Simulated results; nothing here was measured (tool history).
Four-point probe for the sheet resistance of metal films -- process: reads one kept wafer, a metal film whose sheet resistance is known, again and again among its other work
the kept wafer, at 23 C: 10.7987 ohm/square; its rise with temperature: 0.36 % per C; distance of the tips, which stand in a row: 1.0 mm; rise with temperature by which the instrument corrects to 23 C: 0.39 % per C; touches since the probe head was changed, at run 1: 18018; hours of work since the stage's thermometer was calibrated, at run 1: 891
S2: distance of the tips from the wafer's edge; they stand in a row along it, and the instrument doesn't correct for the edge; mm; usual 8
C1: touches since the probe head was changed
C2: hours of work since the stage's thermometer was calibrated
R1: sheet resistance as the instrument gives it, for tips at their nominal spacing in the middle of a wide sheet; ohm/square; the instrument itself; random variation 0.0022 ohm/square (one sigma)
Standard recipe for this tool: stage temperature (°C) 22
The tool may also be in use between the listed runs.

Run 1, hour 0.0: usual settings; C1 18018; C2 891. Result: R1 10.916542 ohm/square.
Run 2, hour 18.8: usual settings; C1 18942; C2 905. Result: R1 10.918576 ohm/square.
Run 3, hour 42.5: usual settings; C1 20112; C2 922. Result: R1 10.919003 ohm/square.
Run 4, hour 54.8: usual settings; C1 20718; C2 931. Result: R1 10.917940 ohm/square.
Run 5, hour 74.1: usual settings; C1 21666; C2 946. Result: R1 10.919854 ohm/square.
Run 6, hour 92.2: usual settings; C1 22558; C2 959. Result: R1 10.918006 ohm/square.
Run 7, hour 113.0: usual settings; C1 23583; C2 974. Result: R1 10.917857 ohm/square.
Run 8, hour 138.7: usual settings but stage temperature (°C) 31; C1 24848; C2 993. Result: R1 10.889837 ohm/square.
Run 9, hour 149.8: usual settings but stage temperature (°C) 31; C1 25394; C2 1002. Result: R1 10.891303 ohm/square.
Run 10, hour 166.2: usual settings but stage temperature (°C) 31; C1 26202; C2 1014. Result: R1 10.890561 ohm/square.
Run 11, hour 179.6: usual settings but stage temperature (°C) 31, S2 3 mm; C1 26865; C2 1024. Result: R1 11.401894 ohm/square.
Run 12, hour 192.0: usual settings but S2 9 mm; C1 27476; C2 1033. Result: R1 10.898315 ohm/square.
Run 13, hour 208.0: usual settings; C1 28264; C2 1045. Result: R1 10.913782 ohm/square.
Run 14, hour 231.1: usual settings; C1 29399; C2 1062. Result: R1 10.909834 ohm/square.
Run 15, hour 251.7: usual settings; C1 30417; C2 1077. Result: R1 10.914848 ohm/square.
Run 16, hour 267.8: usual settings; C1 31207; C2 1089. Result: R1 10.916087 ohm/square.
Run 17, hour 282.5: usual settings; C1 31932; C2 1100. Result: R1 10.914927 ohm/square.
Run 18, hour 308.7: usual settings; C1 33222; C2 1119. Result: R1 10.915386 ohm/square.
Run 19, hour 329.7: usual settings; C1 34259; C2 1135. Result: R1 10.913575 ohm/square.
Run 20, hour 344.3: usual settings; C1 34977; C2 1145. Result: R1 10.917954 ohm/square.
At hour 347.1: stage's thermometer calibrated.
Run 21, hour 369.4: usual settings; C1 36188; C2 17. Result: R1 10.919631 ohm/square.
Run 22, hour 390.0: usual settings; C1 37202; C2 32. Result: R1 10.916952 ohm/square.
Run 23, hour 413.0: usual settings but stage temperature (°C) 34; C1 38335; C2 49. Result: R1 10.876298 ohm/square.
Run 24, hour 424.3: usual settings but stage temperature (°C) 31, S2 25 mm; C1 38890; C2 57. Result: R1 10.804257 ohm/square.
Run 25, hour 451.0: usual settings but stage temperature (°C) 31, S2 25 mm; C1 40206; C2 77. Result: R1 10.803562 ohm/square.
Run 26, hour 467.4: usual settings but stage temperature (°C) 26, S2 55 mm; C1 41016; C2 89. Result: R1 10.813988 ohm/square.
Run 27, hour 486.0: usual settings but stage temperature (°C) 26, S2 55 mm; C1 41932; C2 103. Result: R1 10.816742 ohm/square.
At hour 489.0: stage's thermometer calibrated, once more.
Run 28, hour 501.7: usual settings but stage temperature (°C) 19, S2 20 mm; C1 42678; C2 9. Result: R1 10.838121 ohm/square.
Run 29, hour 521.8: usual settings but stage temperature (°C) 19, S2 20 mm; C1 43671; C2 24. Result: R1 10.832030 ohm/square.
Run 30, hour 548.9: usual settings but stage temperature (°C) 30, S2 19 mm; C1 45004; C2 44. Result: R1 10.798208 ohm/square.
Run 31, hour 569.1: usual settings but stage temperature (°C) 30, S2 19 mm; C1 46001; C2 59. Result: R1 10.801241 ohm/square.
Run 32, hour 587.5: usual settings but stage temperature (°C) 24; C1 46903; C2 73. Result: R1 10.895088 ohm/square.
Run 33, hour 605.3: usual settings but stage temperature (°C) 24; C1 47780; C2 86. Result: R1 10.894504 ohm/square.
Run 34, hour 627.1: usual settings but stage temperature (°C) 24, S2 44 mm; C1 48853; C2 102. Result: R1 10.803185 ohm/square.
Run 35, hour 643.7: usual settings but stage temperature (°C) 24, S2 44 mm; C1 49673; C2 114. Result: R1 10.806053 ohm/square.
Run 36, hour 667.3: usual settings but stage temperature (°C) 25; C1 50835; C2 132. Result: R1 10.887116 ohm/square.
Run 37, hour 687.7: usual settings but stage temperature (°C) 33, S2 40 mm; C1 51838; C2 147. Result: R1 10.774504 ohm/square.
Run 38, hour 699.4: usual settings but stage temperature (°C) 32; C1 52415; C2 156. Result: R1 10.866398 ohm/square.
Run 39, hour 722.0: usual settings but stage temperature (°C) 32; C1 53529; C2 172. Result: R1 10.863227 ohm/square.
Run 40, hour 743.8: usual settings but stage temperature (°C) 32; C1 54602; C2 188. Result: R1 10.865281 ohm/square.
Run 41, hour 768.4: usual settings but S2 13 mm; C1 55816; C2 207. Result: R1 10.841780 ohm/square.
Run 42, hour 790.2: usual settings but stage temperature (°C) 33, S2 9 mm; C1 56889; C2 223. Result: R1 10.846755 ohm/square.
Run 43, hour 809.7: usual settings but stage temperature (°C) 33, S2 9 mm; C1 57847; C2 237. Result: R1 10.843132 ohm/square.
Run 44, hour 832.0: usual settings but stage temperature (°C) 33, S2 9 mm; C1 58948; C2 254. Result: R1 10.844004 ohm/square.

Below are 4 alternative next runs, each starting from the tool's condition after run 44. Predict each:
Run A, hour 855.7: usual settings but stage temperature (°C) 27, S2 15 mm; C1 60113; C2 271. Result: R1 ?.
Run B, hour 855.7: usual settings but stage temperature (°C) 25, S2 6 mm; C1 60113; C2 271. Result: R1 ?.
Run C, hour 855.7: usual settings but stage temperature (°C) 20, S2 72 mm; C1 60113; C2 271. Result: R1 ?.
Run D, hour 855.7: usual settings but stage temperature (°C) 33, S2 27 mm; C1 60113; C2 271. Result: R1 ?.

run         R1
  A  10.815278
  B  10.952359
  C  10.813507
  D  10.777372
With the hidden condition removed and each run's random variation left untouched, the same runs would have given:
run         R1
  A  10.811740
  B  10.948765
  C  10.809926
  D  10.773880
